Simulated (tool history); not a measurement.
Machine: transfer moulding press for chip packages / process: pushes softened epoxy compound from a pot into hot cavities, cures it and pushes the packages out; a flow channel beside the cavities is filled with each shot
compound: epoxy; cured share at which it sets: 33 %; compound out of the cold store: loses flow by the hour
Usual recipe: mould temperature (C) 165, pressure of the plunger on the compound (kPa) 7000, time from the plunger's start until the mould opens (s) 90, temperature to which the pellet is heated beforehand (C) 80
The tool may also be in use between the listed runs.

run    hour  mould temperature (C)  pressure of the plunger on the compound (kPa)  time from the plunger's start until the mould opens (s)  temperature to which the pellet is heated beforehand (C)  incoming compound's hours out of the cold store  length that the compound runs in the flow channel (mm)  greatest force on the pins that push the packages out (N)
  1     0.0                    165                                           7000                                                       90                                                        80                                             37.1                                                     627                                                        466
        9.3  -- mould's thermocouples calibrated
  2    48.1                    165                                           7000                                                       90                                                        74                                             34.4                                                     639                                                        467
       74.9  -- cavities cleaned with cleaning compound and waxed
  3    96.5                    165                                           7000                                                       90                                                        74                                             12.9                                                     680                                                        542
  4   162.5                    165                                           7000                                                       90                                                        74                                             47.8                                                     610                                                        493
      188.3  -- cavities cleaned with cleaning compound and waxed
      209.9  -- plunger's sealing rings changed
  5   240.0                    165                                           7000                                                       90                                                        74                                             31.4                                                     644                                                        506
  6   292.4                    165                                           7000                                                       90                                                        80                                             23.0                                                     662                                                        512
      307.2  -- cavities cleaned with cleaning compound and waxed
  7   381.4                    169                                           7000                                                       90                                                        80                                             24.4                                                     655                                                        401
      419.2  -- cavities cleaned with cleaning compound and waxed
  8   423.9                    169                                           7000                                                       90                                                        80                                             29.4                                                     644                                                        399
  9   486.7                    165                                           7000                                                       90                                                        80                                             36.1                                                     631                                                        488
      514.8  -- plunger's sealing rings changed
      535.2  -- cavities cleaned with cleaning compound and waxed
 10   564.2                    165                                           7000                                                       90                                                        79                                              8.4                                                     696                                                        521
 11   603.9                    165                                           7000                                                       90                                                        79                                             11.5                                                     689                                                        499
      647.2  -- cavities cleaned with cleaning compound and waxed
 12   668.0                    165                                           7000                                                       90                                                        79                                             26.1                                                     657                                                        497
 13   712.5                    165                                           7000                                                       90                                                        79                                             30.9                                                     640                                                        487
      761.2  -- cavities cleaned with cleaning compound and waxed
 14   801.7                    165                                           6850                                                      100                                                        79                                             30.1                                                     644                                                        403
      819.5  -- plunger's sealing rings changed
      876.4  -- cavities cleaned with cleaning compound and waxed
 15   892.3                    165                                           5850                                                      100                                                        80                                             18.7                                                     618                                                        416
 16   956.5                    163                                           5850                                                       95                                                        74                                             36.7                                                     581                                                        508
      989.5  -- cavities cleaned with cleaning compound and waxed
 17  1013.4                    163                                           5850                                                       95                                                        74                                             46.0                                                     567                                                        488
 18  1053.7                    171                                           8020                                                       82                                                        86                                             40.5                                                     663                                                        394
     1103.1  -- cavities cleaned with cleaning compound and waxed
     1126.9  -- plunger's sealing rings changed
 19  1136.5                    171                                           5530                                                       82                                                        86                                             13.8                                                     595                                                        423
 20  1201.6                    171                                           7330                                                      123                                                        86                                             16.5                                                     681                                                        300
     1216.8  -- cavities cleaned with cleaning compound and waxed
 21  1281.9                    171                                           7330                                                      123                                                        86                                             41.4                                                     630                                                        305
     1330.1  -- cavities cleaned with cleaning compound and waxed
 22  1368.7                    171                                           7330                                                      123                                                        86                                             35.7                                                     642                                                        303
     1400.6  -- mould's thermocouples calibrated
     1435.2  -- plunger's sealing rings changed
     1447.9  -- cavities cleaned with cleaning compound and waxed
 23  1456.2                    164                                           6720                                                       90                                                        80                                             19.7                                                     654                                                        515
 24  1539.2                    164                                           6720                                                       90                                                        80                                             22.0                                                     653                                                        527
     1560.3  -- cavities cleaned with cleaning compound and waxed
 25  1600.4                    164                                           6720                                                       80                                                        80                                             25.0                                                     645                                                        675
 26  1663.2                    164                                           6720                                                       82                                                        89                                             16.8                                                     662                                                        620

Forecast each of these 4 alternatives for the next run:
     1673.7  -- cavities cleaned with cleaning compound and waxed
     1743.7  -- plunger's sealing rings changed
  A  1753.6                    165                                           8370                                                       71                                                        70                                             39.4                                                       ?                                                          ?
     1673.7  -- cavities cleaned with cleaning compound and waxed
     1743.7  -- plunger's sealing rings changed
  B  1753.6                    169                                           5310                                                       83                                                        80                                             25.6                                                       ?                                                          ?
     1673.7  -- cavities cleaned with cleaning compound and waxed
     1743.7  -- plunger's sealing rings changed
  C  1753.6                    159                                           6720                                                       97                                                        79                                             45.8                                                       ?                                                          ?
     1673.7  -- cavities cleaned with cleaning compound and waxed
     1743.7  -- plunger's sealing rings changed
  D  1753.6                    161                                           7000                                                       90                                                        80                                             41.7                                                       ?                                                          ?

run  length that the compound runs in the flow channel (mm)  greatest force on the pins that push the packages out (N)
  A                                                     690                                                        880
  B                                                     563                                                        460
  C                                                     612                                                        594
  D                                                     631                                                        613
Without the tool's hidden state the same runs would have given:
run  length that the compound runs in the flow channel (mm)  greatest force on the pins that push the packages out (N)
  A                                                     690                                                        875
  B                                                     563                                                        457
  C                                                     612                                                        591
  D                                                     631                                                        610
